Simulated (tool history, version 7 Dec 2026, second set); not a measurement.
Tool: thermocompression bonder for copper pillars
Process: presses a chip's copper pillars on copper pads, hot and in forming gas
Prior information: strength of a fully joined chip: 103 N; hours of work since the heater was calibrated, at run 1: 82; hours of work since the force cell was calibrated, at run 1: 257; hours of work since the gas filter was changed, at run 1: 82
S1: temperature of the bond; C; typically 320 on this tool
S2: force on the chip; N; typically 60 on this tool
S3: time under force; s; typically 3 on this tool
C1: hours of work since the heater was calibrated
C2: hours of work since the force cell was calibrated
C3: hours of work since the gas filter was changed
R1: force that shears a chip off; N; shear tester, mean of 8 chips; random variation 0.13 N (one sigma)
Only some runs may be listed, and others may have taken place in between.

run,hour,S1,S2,S3,C1,C2,C3,R1
1,0.0,320,60,3,82,257,82,44.1
2,14.4,320,60,3,91,267,91,44.2
3,34.1,320,60,3,105,280,105,44.0
4,53.6,320,60,3,118,294,118,44.2
5,72.0,320,65,3,131,306,131,47.2
6,83.4,320,85,3,138,314,138,57.9
7,101.2,320,60,3,151,326,151,44.0
8,123.3,320,60,2,166,341,166,37.9
9,137.3,320,60,2,175,351,175,38.0
10,156.8,320,60,2,188,364,188,37.8
11,183.5,320,60,2,207,382,207,37.8
12,208.8,320,60,3,224,400,224,44.4
13,231.6,320,60,3,240,415,240,44.2
14,252.9,316,66,3,254,430,254,46.6
15,263.8,320,36,3,261,437,261,28.2
16,289.0,350,60,3,279,454,279,55.0
# hour 302.3: forming gas filter changed
17,314.0,350,60,3,295,471,8,55.2
18,329.6,350,60,3,306,482,19,54.8
19,345.3,326,50,7,317,492,29,54.5
20,364.9,320,49,7,330,506,43,51.4
21,381.4,312,49,7,341,517,54,48.6
22,396.5,312,49,7,352,527,64,48.3
23,422.6,312,49,7,369,545,82,48.5
24,440.5,312,61,2,382,557,94,36.3
25,462.2,312,51,2,396,572,109,30.8

Each row is a separate what-if for the run after 25, all from the same tool condition, not one after another. Results?
A,487.3,331,51,3,413,589,126,?
B,487.3,335,51,2,413,589,126,?
C,487.3,312,48,2,413,589,126,?
D,487.3,348,60,3,413,589,126,?

run,R1
A,42.8
B,37.6
C,29.3
D,54.6
Had the tool no hidden state, the same runs would have come out as:
run,R1
A,42.2
B,37.1
C,28.9
D,53.9
